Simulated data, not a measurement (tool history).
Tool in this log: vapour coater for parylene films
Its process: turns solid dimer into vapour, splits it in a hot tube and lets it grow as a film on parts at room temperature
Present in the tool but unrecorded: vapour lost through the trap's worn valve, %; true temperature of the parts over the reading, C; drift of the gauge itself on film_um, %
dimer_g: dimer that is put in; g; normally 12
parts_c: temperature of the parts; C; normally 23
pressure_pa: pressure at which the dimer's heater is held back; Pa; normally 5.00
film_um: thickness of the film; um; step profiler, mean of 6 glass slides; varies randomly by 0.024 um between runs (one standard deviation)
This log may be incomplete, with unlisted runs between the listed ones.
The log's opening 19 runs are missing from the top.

| run | hour | dimer_g | parts_c | pressure_pa | hours of work since the trap's valve was overhauled | hours of work since the table's thermometer was calibrated | film_um |
|---|---|---|---|---|---|---|---|
| 20 | 799.9 | 12 | 31 | 5.00 | 184 | 203 | 2.52 |
| 21 | 830.1 | 14 | 23 | 4.90 | 198 | 217 | 3.52 |
| 22 | 893.7 | 14 | 23 | 4.90 | 229 | 248 | 3.56 |
| 23 | 940.3 | 12 | 15 | 2.12 | 251 | 270 | 4.15 |
| 24 | 982.2 | 16 | 16 | 4.11 | 271 | 290 | 4.84 |
| 25 | 1013.1 | 10 | 27 | 3.36 | 286 | 305 | 2.46 |
| 26 | 1060.9 | 10 | 27 | 3.36 | 309 | 328 | 2.40 |
| 27 | 1123.9 | 10 | 27 | 3.36 | 339 | 358 | 2.42 |
| 28 | 1165.1 | 20 | 27 | 4.24 | 359 | 378 | 4.72 |
| 29 | 1205.4 | 14 | 25 | 6.25 | 378 | 398 | 3.20 |
| 30 | 1261.4 | 11 | 25 | 4.65 | 405 | 424 | 2.66 |
|  | 1288.2 | trap's valve overhauled |
| 31 | 1307.5 | 12 | 30 | 11.81 | 9 | 445 | 2.33 |
| 32 | 1366.8 | 11 | 30 | 8.92 | 38 | 473 | 2.20 |
| 33 | 1406.1 | 11 | 30 | 8.92 | 57 | 492 | 2.22 |
| 34 | 1451.9 | 11 | 30 | 8.92 | 79 | 514 | 2.20 |
| 35 | 1508.7 | 11 | 22 | 3.05 | 106 | 541 | 3.14 |
| 36 | 1573.2 | 11 | 22 | 3.05 | 137 | 572 | 3.11 |
| 37 | 1620.3 | 11 | 22 | 3.05 | 159 | 595 | 3.12 |
| 38 | 1680.7 | 18 | 18 | 3.05 | 188 | 624 | 5.55 |
| 39 | 1733.2 | 19 | 25 | 4.50 | 214 | 649 | 4.65 |

3 ways to go on from here, each from the tool as it stands after run 39. What would each give?
| A | 1760.9 | 19 | 26 | 4.50 | 227 | 662 | ? |
| B | 1760.9 | 19 | 26 | 4.40 | 227 | 662 | ? |
| C | 1760.9 | 13 | 21 | 5.00 | 227 | 662 | ? |

| run | film_um |
|---|---|
| A | 4.58 |
| B | 4.65 |
| C | 3.44 |
Had the tool no hidden state, the same runs would have come out as:
| run | film_um |
|---|---|
| A | 4.65 |
| B | 4.73 |
| C | 3.50 |

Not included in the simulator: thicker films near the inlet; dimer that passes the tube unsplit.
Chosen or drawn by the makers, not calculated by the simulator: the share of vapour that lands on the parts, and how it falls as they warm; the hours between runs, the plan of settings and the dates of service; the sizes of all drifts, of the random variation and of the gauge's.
